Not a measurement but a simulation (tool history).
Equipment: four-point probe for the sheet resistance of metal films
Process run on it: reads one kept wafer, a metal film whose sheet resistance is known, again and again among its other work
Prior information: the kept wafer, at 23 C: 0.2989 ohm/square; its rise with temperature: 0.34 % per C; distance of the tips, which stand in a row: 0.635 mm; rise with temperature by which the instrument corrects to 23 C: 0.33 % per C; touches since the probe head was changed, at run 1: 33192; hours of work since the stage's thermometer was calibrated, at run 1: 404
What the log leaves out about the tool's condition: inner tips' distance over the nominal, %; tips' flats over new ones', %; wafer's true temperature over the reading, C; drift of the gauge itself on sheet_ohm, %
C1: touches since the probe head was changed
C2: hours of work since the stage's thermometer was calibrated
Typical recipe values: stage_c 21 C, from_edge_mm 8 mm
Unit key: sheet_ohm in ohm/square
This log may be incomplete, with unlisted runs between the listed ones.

{"run": 1, "hour": 0.0, "stage_c": 21, "from_edge_mm": 8, "C1": 33192, "C2": 404, "sheet_ohm": 0.298295}
{"run": 2, "hour": 55.9, "stage_c": 21, "from_edge_mm": 8, "C1": 35260, "C2": 430, "sheet_ohm": 0.29827}
{"run": 3, "hour": 108.1, "stage_c": 21, "from_edge_mm": 8, "C1": 37192, "C2": 453, "sheet_ohm": 0.298316}
{"run": 4, "hour": 138.0, "stage_c": 21, "from_edge_mm": 8, "C1": 38300, "C2": 467, "sheet_ohm": 0.298257}
{"run": 5, "hour": 203.8, "stage_c": 21, "from_edge_mm": 8, "C1": 40733, "C2": 496, "sheet_ohm": 0.298056}
{"run": 6, "hour": 246.7, "stage_c": 21, "from_edge_mm": 8, "C1": 42323, "C2": 516, "sheet_ohm": 0.298127}
{"run": 7, "hour": 303.9, "stage_c": 21, "from_edge_mm": 10, "C1": 44441, "C2": 541, "sheet_ohm": 0.297761}
{"run": 8, "hour": 335.0, "stage_c": 29, "from_edge_mm": 10, "C1": 45591, "C2": 555, "sheet_ohm": 0.297974}
{"run": 9, "hour": 386.8, "stage_c": 29, "from_edge_mm": 10, "C1": 47507, "C2": 579, "sheet_ohm": 0.297807}
{"run": 10, "hour": 415.9, "stage_c": 29, "from_edge_mm": 10, "C1": 48586, "C2": 592, "sheet_ohm": 0.297834}
{"run": 11, "hour": 477.9, "stage_c": 29, "from_edge_mm": 10, "C1": 50879, "C2": 620, "sheet_ohm": 0.297722}
{"run": 12, "hour": 506.4, "stage_c": 29, "from_edge_mm": 10, "C1": 51934, "C2": 633, "sheet_ohm": 0.297857}
{"run": 13, "hour": 549.2, "stage_c": 29, "from_edge_mm": 10, "C1": 53518, "C2": 652, "sheet_ohm": 0.297644}
{"run": 14, "hour": 600.7, "stage_c": 21, "from_edge_mm": 40, "C1": 55422, "C2": 675, "sheet_ohm": 0.29682}
{"run": 15, "hour": 637.2, "stage_c": 21, "from_edge_mm": 40, "C1": 56774, "C2": 692, "sheet_ohm": 0.296902}
{"run": 16, "hour": 692.6, "stage_c": 21, "from_edge_mm": 12, "C1": 58826, "C2": 717, "sheet_ohm": 0.297233}
{"run": 17, "hour": 754.5, "stage_c": 19, "from_edge_mm": 9, "C1": 61117, "C2": 745, "sheet_ohm": 0.29747}
{"run": 18, "hour": 812.8, "stage_c": 27, "from_edge_mm": 26, "C1": 63273, "C2": 771, "sheet_ohm": 0.296944}
{"run": 19, "hour": 871.2, "stage_c": 25, "from_edge_mm": 16, "C1": 65434, "C2": 797, "sheet_ohm": 0.296991}
{"run": 20, "hour": 923.8, "stage_c": 31, "from_edge_mm": 72, "C1": 67383, "C2": 821, "sheet_ohm": 0.296807}
{"run": 21, "hour": 970.9, "stage_c": 19, "from_edge_mm": 5, "C1": 69127, "C2": 842, "sheet_ohm": 0.299051}
{"run": 22, "hour": 1013.4, "stage_c": 19, "from_edge_mm": 5, "C1": 70698, "C2": 861, "sheet_ohm": 0.298963}
{"run": 23, "hour": 1050.5, "stage_c": 19, "from_edge_mm": 5, "C1": 72072, "C2": 878, "sheet_ohm": 0.298981}
{"run": 24, "hour": 1090.3, "stage_c": 27, "from_edge_mm": 55, "C1": 73544, "C2": 896, "sheet_ohm": 0.296699}
{"run": 25, "hour": 1120.6, "stage_c": 22, "from_edge_mm": 7, "C1": 74667, "C2": 910, "sheet_ohm": 0.297798}
{"run": 26, "hour": 1173.4, "stage_c": 20, "from_edge_mm": 19, "C1": 76620, "C2": 933, "sheet_ohm": 0.296525}
{"run": 27, "hour": 1208.2, "stage_c": 21, "from_edge_mm": 8, "C1": 77909, "C2": 949, "sheet_ohm": 0.29738}
{"run": 28, "hour": 1263.3, "stage_c": 21, "from_edge_mm": 8, "C1": 79949, "C2": 974, "sheet_ohm": 0.29739}

Alternative continuations, all from the tool just after run 28; predict every row:
{"run": "A", "hour": 1312.1, "stage_c": 21, "from_edge_mm": 8, "C1": 81754, "C2": 996, "sheet_ohm": "?"}
{"run": "B", "hour": 1312.1, "stage_c": 24, "from_edge_mm": 6, "C1": 81754, "C2": 996, "sheet_ohm": "?"}
{"run": "C", "hour": 1312.1, "stage_c": 19, "from_edge_mm": 8, "C1": 81754, "C2": 996, "sheet_ohm": "?"}
{"run": "D", "hour": 1312.1, "stage_c": 29, "from_edge_mm": 8, "C1": 81754, "C2": 996, "sheet_ohm": "?"}

run=A sheet_ohm=0.297206
run=B sheet_ohm=0.298084
run=C sheet_ohm=0.297235
run=D sheet_ohm=0.297509
Had the tool no hidden state, the same runs would have come out as:
run=A sheet_ohm=0.299827
run=B sheet_ohm=0.300708
run=C sheet_ohm=0.299859
run=D sheet_ohm=0.300123

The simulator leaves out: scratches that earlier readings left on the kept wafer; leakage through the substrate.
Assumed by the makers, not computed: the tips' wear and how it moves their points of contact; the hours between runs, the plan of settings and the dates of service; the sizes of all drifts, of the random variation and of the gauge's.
